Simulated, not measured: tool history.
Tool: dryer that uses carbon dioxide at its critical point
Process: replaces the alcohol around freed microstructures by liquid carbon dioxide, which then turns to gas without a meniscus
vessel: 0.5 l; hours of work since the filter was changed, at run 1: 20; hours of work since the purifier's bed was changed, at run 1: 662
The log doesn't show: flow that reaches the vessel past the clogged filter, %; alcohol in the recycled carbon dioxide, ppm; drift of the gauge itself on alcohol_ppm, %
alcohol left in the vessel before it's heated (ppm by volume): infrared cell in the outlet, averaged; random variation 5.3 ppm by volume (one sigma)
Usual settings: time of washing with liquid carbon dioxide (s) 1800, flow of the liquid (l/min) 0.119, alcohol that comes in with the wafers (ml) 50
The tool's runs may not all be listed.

run	hour	time of washing with liquid carbon dioxide (s)	flow of the liquid (l/min)	alcohol that comes in with the wafers (ml)	hours of work since the filter was changed	hours of work since the purifier's bed was changed	alcohol left in the vessel before it's heated (ppm by volume)
1	0	1800	0.119	50	20	662	143
2	23.2	1800	0.119	50	33	675	149
3	53.3	1800	0.119	50	50	691	162
4	97	1800	0.119	50	74	716	180
5	139.8	1800	0.119	50	98	740	197
6	162.3	1800	0.119	50	111	753	200
7	212.1	1800	0.079	50	139	781	1789
8	246.1	1200	0.119	66	158	800	2223
# hour 266.4: inlet filter changed
9	276.3	1140	0.119	40	6	816	1102
10	319.5	1140	0.119	40	30	840	1179
11	351.3	1140	0.119	40	48	858	1225
12	392.1	1140	0.119	40	71	881	1333
13	430.6	2040	0.167	50	92	903	35

Hidden state or all else? Some run-to-run changes of alcohol left in the vessel before it's heated (ppm by volume), split into what the settings, what came in and random variation would give without the hidden state, and what is left for the hidden state (with any gauge scatter that isn't in both results):
Run 6 -> 7: flow of the liquid (l/min) 0.119 -> 0.079. alcohol left in the vessel before it's heated (ppm by volume) +1589: hidden state +515, all else +1074.
Run 8 -> 9: time of washing with liquid carbon dioxide (s) 1200 -> 1140, alcohol that comes in with the wafers (ml) 66 -> 40, inlet filter changed. alcohol left in the vessel before it's heated (ppm by volume) -1121: hidden state -796, all else -325.
